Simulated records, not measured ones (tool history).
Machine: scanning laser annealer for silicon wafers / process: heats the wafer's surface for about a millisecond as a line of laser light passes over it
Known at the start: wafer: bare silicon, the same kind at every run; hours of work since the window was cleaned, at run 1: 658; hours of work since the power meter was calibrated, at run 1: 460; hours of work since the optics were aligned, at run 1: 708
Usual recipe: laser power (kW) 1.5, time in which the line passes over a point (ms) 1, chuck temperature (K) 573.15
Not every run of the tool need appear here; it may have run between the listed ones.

| run | hour | laser power (kW) | time in which the line passes over a point (ms) | chuck temperature (K) | hours of work since the window was cleaned | hours of work since the power meter was calibrated | hours of work since the optics were aligned | highest temperature of the surface (K) |
|---|---|---|---|---|---|---|---|---|
| 1 | 0 | 1.5 | 1 | 573.15 | 658 | 460 | 708 | 1304.15 |
| 2 | 10.7 | 1.5 | 1 | 573.15 | 664 | 466 | 714 | 1300.15 |
| 3 | 25.2 | 1.5 | 1 | 573.15 | 672 | 474 | 722 | 1303.15 |
| 4 | 39.6 | 1.5 | 1 | 573.15 | 679 | 482 | 730 | 1301.15 |
| 5 | 54.5 | 1.5 | 1 | 573.15 | 687 | 490 | 737 | 1302.15 |
| 6 | 64.2 | 1.5 | 1 | 573.15 | 692 | 495 | 743 | 1304.15 |
| 7 | 85 | 1.5 | 1 | 605.15 | 704 | 506 | 754 | 1333.15 |
| 8 | 105.7 | 1.594 | 1 | 605.15 | 715 | 517 | 765 | 1388.15 |
| 9 | 124.6 | 1.594 | 1 | 605.15 | 725 | 527 | 775 | 1387.15 |
| 10 | 143.1 | 1.594 | 1 | 605.15 | 735 | 537 | 785 | 1390.15 |
| 11 | 152.6 | 1.5 | 1 | 559.15 | 740 | 542 | 790 | 1285.15 |
| 12 | 163 | 1.569 | 1 | 573.15 | 745 | 547 | 795 | 1342.15 |
| 13 | 182.8 | 1.5 | 1 | 573.15 | 756 | 558 | 806 | 1297.15 |
|  | 191.5 | window over the wafer cleaned |
| 14 | 196 | 1.523 | 1 | 573.15 | 2 | 564 | 812 | 1331.15 |
| 15 | 205.7 | 1.5 | 1 | 573.15 | 8 | 569 | 817 | 1316.15 |
| 16 | 226.3 | 1.5 | 1 | 573.15 | 19 | 580 | 828 | 1314.15 |
| 17 | 244.3 | 1.5 | 1 | 573.15 | 28 | 590 | 838 | 1315.15 |
| 18 | 258.6 | 1.5 | 1 | 573.15 | 36 | 597 | 845 | 1316.15 |
| 19 | 276.1 | 1.5 | 1 | 573.15 | 45 | 607 | 855 | 1315.15 |
| 20 | 298.2 | 1.5 | 1 | 573.15 | 57 | 619 | 866 | 1313.15 |
| 21 | 307.9 | 1.602 | 0.77 | 559.15 | 62 | 624 | 872 | 1267.15 |
| 22 | 319.8 | 1.503 | 1.11 | 573.15 | 69 | 630 | 878 | 1354.15 |
| 23 | 335.4 | 1.634 | 0.84 | 567.15 | 77 | 638 | 886 | 1322.15 |
| 24 | 353.5 | 1.531 | 0.76 | 567.15 | 86 | 648 | 896 | 1232.15 |
|  | 357.7 | laser's power meter calibrated |
| 25 | 372.8 | 1.531 | 0.78 | 571.15 | 95 | 8 | 905 | 1242.15 |
| 26 | 394.1 | 1.395 | 0.8 | 562.15 | 107 | 19 | 916 | 1164.15 |
| 27 | 417.4 | 1.325 | 0.72 | 562.15 | 119 | 32 | 928 | 1101.15 |
| 28 | 433.4 | 1.636 | 1 | 601.15 | 128 | 40 | 937 | 1420.15 |
| 29 | 444.1 | 1.636 | 1 | 601.15 | 133 | 46 | 943 | 1423.15 |
| 30 | 453.7 | 1.636 | 1 | 601.15 | 138 | 51 | 948 | 1424.15 |
| 31 | 470.2 | 1.482 | 0.97 | 583.15 | 147 | 60 | 957 | 1300.15 |
|  | 478.3 | laser's power meter calibrated, once more |
| 32 | 488.5 | 1.482 | 0.97 | 583.15 | 155 | 5 | 965 | 1300.15 |
| 33 | 498.9 | 1.508 | 0.78 | 599.15 | 161 | 11 | 970 | 1255.15 |
| 34 | 516.1 | 1.508 | 0.78 | 599.15 | 170 | 20 | 980 | 1258.15 |
| 35 | 534.1 | 1.484 | 0.78 | 577.15 | 180 | 30 | 989 | 1221.15 |
| 36 | 544.4 | 1.5 | 1.12 | 592.15 | 185 | 35 | 995 | 1366.15 |
| 37 | 557.6 | 1.524 | 1.11 | 598.15 | 192 | 42 | 1002 | 1386.15 |
| 38 | 568.6 | 1.524 | 0.86 | 598.15 | 198 | 48 | 1008 | 1298.15 |
| 39 | 578.4 | 1.5 | 1 | 536.15 | 203 | 53 | 1013 | 1271.15 |
| 40 | 597.4 | 1.5 | 0.88 | 555.15 | 213 | 64 | 1023 | 1245.15 |

3 options for the next run, each taken on its own from the tool as it stands now. Forecast them:
| A | 610.7 | 1.443 | 0.88 | 578.15 | 221 | 71 | 1030 | ? |
| B | 610.7 | 1.437 | 1 | 542.15 | 221 | 71 | 1030 | ? |
| C | 610.7 | 1.636 | 0.88 | 545.15 | 221 | 71 | 1030 | ? |

| run | highest temperature of the surface (K) |
|---|---|
| A | 1236.15 |
| B | 1239.15 |
| C | 1313.15 |
Without the tool's hidden state the same runs would have given:
| run | highest temperature of the surface (K) |
|---|---|
| A | 1260.15 |
| B | 1264.15 |
| C | 1341.15 |

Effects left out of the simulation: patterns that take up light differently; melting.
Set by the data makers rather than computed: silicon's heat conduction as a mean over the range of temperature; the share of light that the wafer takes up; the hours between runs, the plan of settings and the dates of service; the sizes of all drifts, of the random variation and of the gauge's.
